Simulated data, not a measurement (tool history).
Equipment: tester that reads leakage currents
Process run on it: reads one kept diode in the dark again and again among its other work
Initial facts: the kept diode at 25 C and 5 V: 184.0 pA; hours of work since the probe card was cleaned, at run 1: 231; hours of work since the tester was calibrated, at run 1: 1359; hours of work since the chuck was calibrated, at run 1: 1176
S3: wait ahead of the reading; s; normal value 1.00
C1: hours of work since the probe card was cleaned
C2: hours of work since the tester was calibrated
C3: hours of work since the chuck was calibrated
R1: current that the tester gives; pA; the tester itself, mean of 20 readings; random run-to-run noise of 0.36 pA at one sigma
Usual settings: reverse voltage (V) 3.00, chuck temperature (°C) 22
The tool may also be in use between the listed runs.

{"run": 1, "hour": 0.0, "reverse voltage (V)": 3.0, "chuck temperature (°C)": 22, "S3": 1.0, "C1": 231, "C2": 1359, "C3": 1176, "R1": 119.69}
{"run": 2, "hour": 93.3, "reverse voltage (V)": 3.0, "chuck temperature (°C)": 22, "S3": 1.0, "C1": 293, "C2": 1420, "C3": 1238, "R1": 119.64}
{"run": 3, "hour": 169.5, "reverse voltage (V)": 3.0, "chuck temperature (°C)": 22, "S3": 1.0, "C1": 343, "C2": 1470, "C3": 1288, "R1": 119.11}
{"run": 4, "hour": 242.5, "reverse voltage (V)": 2.38, "chuck temperature (°C)": 22, "S3": 1.0, "C1": 391, "C2": 1518, "C3": 1336, "R1": 110.11}
{"run": 5, "hour": 297.8, "reverse voltage (V)": 1.34, "chuck temperature (°C)": 22, "S3": 1.0, "C1": 427, "C2": 1555, "C3": 1372, "R1": 90.23}
{"run": 6, "hour": 402.0, "reverse voltage (V)": 3.0, "chuck temperature (°C)": 54, "S3": 1.0, "C1": 495, "C2": 1623, "C3": 1440, "R1": 1568.52}
{"run": 7, "hour": 482.4, "reverse voltage (V)": 3.0, "chuck temperature (°C)": 40, "S3": 1.0, "C1": 548, "C2": 1676, "C3": 1493, "R1": 538.6}
{"run": 8, "hour": 588.0, "reverse voltage (V)": 3.0, "chuck temperature (°C)": 40, "S3": 1.0, "C1": 617, "C2": 1745, "C3": 1562, "R1": 542.62}
{"run": 9, "hour": 656.4, "reverse voltage (V)": 3.0, "chuck temperature (°C)": 40, "S3": 1.0, "C1": 662, "C2": 1790, "C3": 1607, "R1": 544.58}
{"run": 10, "hour": 753.1, "reverse voltage (V)": 3.0, "chuck temperature (°C)": 40, "S3": 1.0, "C1": 726, "C2": 1854, "C3": 1671, "R1": 543.63}
{"hour": 772.0, "done": "chuck's temperature calibrated"}
{"run": 11, "hour": 862.5, "reverse voltage (V)": 3.0, "chuck temperature (°C)": 40, "S3": 1.0, "C1": 796, "C2": 1924, "C3": 59, "R1": 540.93}
{"run": 12, "hour": 938.5, "reverse voltage (V)": 3.0, "chuck temperature (°C)": 51, "S3": 1.0, "C1": 846, "C2": 1974, "C3": 109, "R1": 1256.4}
{"run": 13, "hour": 1000.9, "reverse voltage (V)": 3.0, "chuck temperature (°C)": 51, "S3": 1.0, "C1": 887, "C2": 2015, "C3": 150, "R1": 1255.01}
{"run": 14, "hour": 1089.1, "reverse voltage (V)": 3.0, "chuck temperature (°C)": 22, "S3": 1.0, "C1": 945, "C2": 2073, "C3": 208, "R1": 120.39}
{"run": 15, "hour": 1183.5, "reverse voltage (V)": 3.0, "chuck temperature (°C)": 22, "S3": 1.0, "C1": 1007, "C2": 2135, "C3": 270, "R1": 119.49}
{"run": 16, "hour": 1293.2, "reverse voltage (V)": 3.0, "chuck temperature (°C)": 22, "S3": 1.0, "C1": 1079, "C2": 2207, "C3": 342, "R1": 118.87}
{"run": 17, "hour": 1373.9, "reverse voltage (V)": 3.0, "chuck temperature (°C)": 46, "S3": 1.0, "C1": 1132, "C2": 2260, "C3": 395, "R1": 863.2}
{"run": 18, "hour": 1422.2, "reverse voltage (V)": 15.19, "chuck temperature (°C)": 46, "S3": 1.0, "C1": 1164, "C2": 2292, "C3": 427, "R1": 1500.47}
{"hour": 1467.9, "done": "probe card cleaned and baked"}
{"run": 19, "hour": 1503.9, "reverse voltage (V)": 3.45, "chuck temperature (°C)": 46, "S3": 1.0, "C1": 24, "C2": 2343, "C3": 479, "R1": 905.08}
{"run": 20, "hour": 1580.4, "reverse voltage (V)": 3.45, "chuck temperature (°C)": 46, "S3": 1.0, "C1": 74, "C2": 2394, "C3": 529, "R1": 906.79}
{"run": 21, "hour": 1664.1, "reverse voltage (V)": 3.45, "chuck temperature (°C)": 46, "S3": 1.0, "C1": 129, "C2": 2449, "C3": 584, "R1": 904.04}
{"run": 22, "hour": 1774.7, "reverse voltage (V)": 3.45, "chuck temperature (°C)": 46, "S3": 1.0, "C1": 201, "C2": 2521, "C3": 656, "R1": 906.03}
{"run": 23, "hour": 1861.3, "reverse voltage (V)": 13.33, "chuck temperature (°C)": 47, "S3": 3.3, "C1": 258, "C2": 2578, "C3": 713, "R1": 1550.35}
{"run": 24, "hour": 1916.6, "reverse voltage (V)": 1.78, "chuck temperature (°C)": 41, "S3": 3.79, "C1": 295, "C2": 2614, "C3": 750, "R1": 491.99}
{"run": 25, "hour": 1996.7, "reverse voltage (V)": 2.45, "chuck temperature (°C)": 23, "S3": 0.61, "C1": 347, "C2": 2667, "C3": 802, "R1": 122.41}
{"run": 26, "hour": 2095.5, "reverse voltage (V)": 3.0, "chuck temperature (°C)": 21, "S3": 0.81, "C1": 412, "C2": 2732, "C3": 867, "R1": 109.63}
{"run": 27, "hour": 2172.4, "reverse voltage (V)": 1.22, "chuck temperature (°C)": 28, "S3": 4.28, "C1": 463, "C2": 2782, "C3": 918, "R1": 148.57}
{"run": 28, "hour": 2244.9, "reverse voltage (V)": 3.0, "chuck temperature (°C)": 36, "S3": 0.95, "C1": 510, "C2": 2830, "C3": 965, "R1": 393.0}
{"run": 29, "hour": 2316.2, "reverse voltage (V)": 3.0, "chuck temperature (°C)": 51, "S3": 1.0, "C1": 557, "C2": 2877, "C3": 1012, "R1": 1258.08}
{"run": 30, "hour": 2392.9, "reverse voltage (V)": 6.88, "chuck temperature (°C)": 21, "S3": 1.09, "C1": 607, "C2": 2927, "C3": 1062, "R1": 146.1}
{"run": 31, "hour": 2450.2, "reverse voltage (V)": 2.11, "chuck temperature (°C)": 21, "S3": 0.77, "C1": 645, "C2": 2965, "C3": 1100, "R1": 97.13}
{"run": 32, "hour": 2496.1, "reverse voltage (V)": 3.76, "chuck temperature (°C)": 33, "S3": 0.77, "C1": 675, "C2": 2995, "C3": 1130, "R1": 332.69}
{"run": 33, "hour": 2603.6, "reverse voltage (V)": 3.0, "chuck temperature (°C)": 35, "S3": 1.0, "C1": 746, "C2": 3065, "C3": 1201, "R1": 360.24}
{"run": 34, "hour": 2661.8, "reverse voltage (V)": 1.59, "chuck temperature (°C)": 58, "S3": 0.55, "C1": 784, "C2": 3104, "C3": 1239, "R1": 1678.35}
{"run": 35, "hour": 2733.6, "reverse voltage (V)": 7.43, "chuck temperature (°C)": 41, "S3": 0.51, "C1": 831, "C2": 3151, "C3": 1286, "R1": 803.56}
{"run": 36, "hour": 2820.2, "reverse voltage (V)": 1.58, "chuck temperature (°C)": 52, "S3": 5.37, "C1": 888, "C2": 3208, "C3": 1343, "R1": 1085.96}
{"run": 37, "hour": 2913.1, "reverse voltage (V)": 1.58, "chuck temperature (°C)": 52, "S3": 5.37, "C1": 949, "C2": 3269, "C3": 1404, "R1": 1088.78}
{"run": 38, "hour": 3010.4, "reverse voltage (V)": 1.58, "chuck temperature (°C)": 52, "S3": 0.46, "C1": 1013, "C2": 3333, "C3": 1468, "R1": 1089.22}
{"run": 39, "hour": 3058.5, "reverse voltage (V)": 2.61, "chuck temperature (°C)": 56, "S3": 0.51, "C1": 1045, "C2": 3364, "C3": 1500, "R1": 1719.79}

Forecast each of these 3 alternatives for the next run:
{"run": "A", "hour": 3109.2, "reverse voltage (V)": 5.95, "chuck temperature (°C)": 22, "S3": 1.0, "C1": 1078, "C2": 3398, "C3": 1533, "R1": "?"}
{"run": "B", "hour": 3109.2, "reverse voltage (V)": 12.96, "chuck temperature (°C)": 44, "S3": 0.51, "C1": 1078, "C2": 3398, "C3": 1533, "R1": "?"}
{"run": "C", "hour": 3109.2, "reverse voltage (V)": 1.18, "chuck temperature (°C)": 32, "S3": 3.83, "C1": 1078, "C2": 3398, "C3": 1533, "R1": "?"}

run=A R1=152.75
run=B R1=1228.95
run=C R1=204.58
What these runs would have given with no unlogged condition in the tool:
run=A R1=152.42
run=B R1=1227.30
run=C R1=204.31
